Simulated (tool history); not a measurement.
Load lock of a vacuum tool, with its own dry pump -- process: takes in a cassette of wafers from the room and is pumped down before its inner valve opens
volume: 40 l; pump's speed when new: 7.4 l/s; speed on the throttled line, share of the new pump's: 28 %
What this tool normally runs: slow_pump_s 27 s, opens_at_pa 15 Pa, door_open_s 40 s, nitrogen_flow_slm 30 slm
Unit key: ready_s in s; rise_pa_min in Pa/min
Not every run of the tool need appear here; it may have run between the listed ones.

run      day  slow_pump_s  opens_at_pa  door_open_s  nitrogen_flow_slm  incoming humidity of the room's air, %  ready_s  rise_pa_min
  1    0.000           27           15           40                 30                                    43.8     70.6        0.079
  2   10.696           27           15           40                 30                                    45.7     69.8        0.085
  3   16.325           27           15           40                 30                                    44.8     71.0        0.093
  4   27.696           27           15           40                 30                                    46.2     70.4        0.110
  5   36.450           27           15           40                 30                                    42.1     71.4        0.119
  6   46.646           27           15           40                 30                                    45.2     70.8        0.131
  7   56.588           27           16           40                 30                                    46.2     70.4        0.147
  8   62.467           27           19           40                 30                                    46.0     68.7        0.149
  9   74.683           27           15           40                 30                                    43.3     71.1        0.167
 10   86.054           27           15           40                 30                                    46.3     69.7        0.197
 11   92.350           27           15           40                 30                                    43.4     72.1        0.199
 12  104.883           27           15           40                 30                                    46.3     71.0        0.220
 13  112.838           27           15           40                 30                                    44.2     71.3        0.238
 14  121.542           27           15           40                 30                                    48.7     71.3        0.254
 15  132.654           27           15           87                 30                                    44.9     71.2        0.287
 16  139.146           33           15           40                 30                                    46.6     76.2        0.291
 17  144.842           33           15           40                 30                                    42.8     76.5        0.305
 18  153.962           27           15          123                 30                                    44.2     71.1        0.346
 19  160.104           27           10           40                 30                                    46.0     74.2        0.339
 20  171.879           27           10          190                  5                                    44.4     74.4        0.416
 21  184.392           27           10          190                  5                                    43.1     75.3        0.444
 22  191.629           27           10          190                  5                                    44.3     75.7        0.458
 23  197.221           27           10          190                  5                                    45.1     75.5        0.484
 24  206.721           27           16          190                 14                                    44.9     72.4        0.489
 25  213.075           27           16          190                 14                                    43.2     72.6        0.500
 26  224.158           25           15           91                 14                                    42.6     71.9        0.521
 27  230.838           27           19           32                 27                                    44.2     71.8        0.512
 28  236.883           27           19           32                 27                                    45.8     72.4        0.527
 29  249.242           27           15           47                 12                                    47.2     73.5        0.029
 30  255.192           27           15           47                 12                                    46.6     72.9        0.038
 31  263.112           43           10           40                  8                                    45.0     85.9        0.037
 32  272.804           15           27           25                  8                                    42.9     61.0        0.041
 33  282.529           53           18           25                  5                                    47.1     89.8        0.042
 34  294.817           53           18           25                  5                                    47.2     91.0        0.062
 35  300.562           53           12           25                 10                                    48.8     93.0        0.066
 36  311.175           41           12           25                 13                                    44.3     84.2        0.072
 37  320.458           27           27           47                 24                                    40.3     69.3        0.079

Between the runs listed above, the log contained 1 entry, not reproduced here. Where in the sequence does each belong, and how does what the log doesn't record of the tool's condition differ from the listed run before to the listed run after?
In the gap between runs 28 and 29: door's seal changed, seat wiped (day 244.612)
  pump's speed, % of a new pump's: 87.5 -> 87.3; leak at the door's seal, Pa l/s: 0.3479 -> 0.0035
  what was measured, less what the result would be without the hidden state, ready_s: +5.7 -> +6.0 s; rise_pa_min: +0.512 -> +0.003 Pa/min
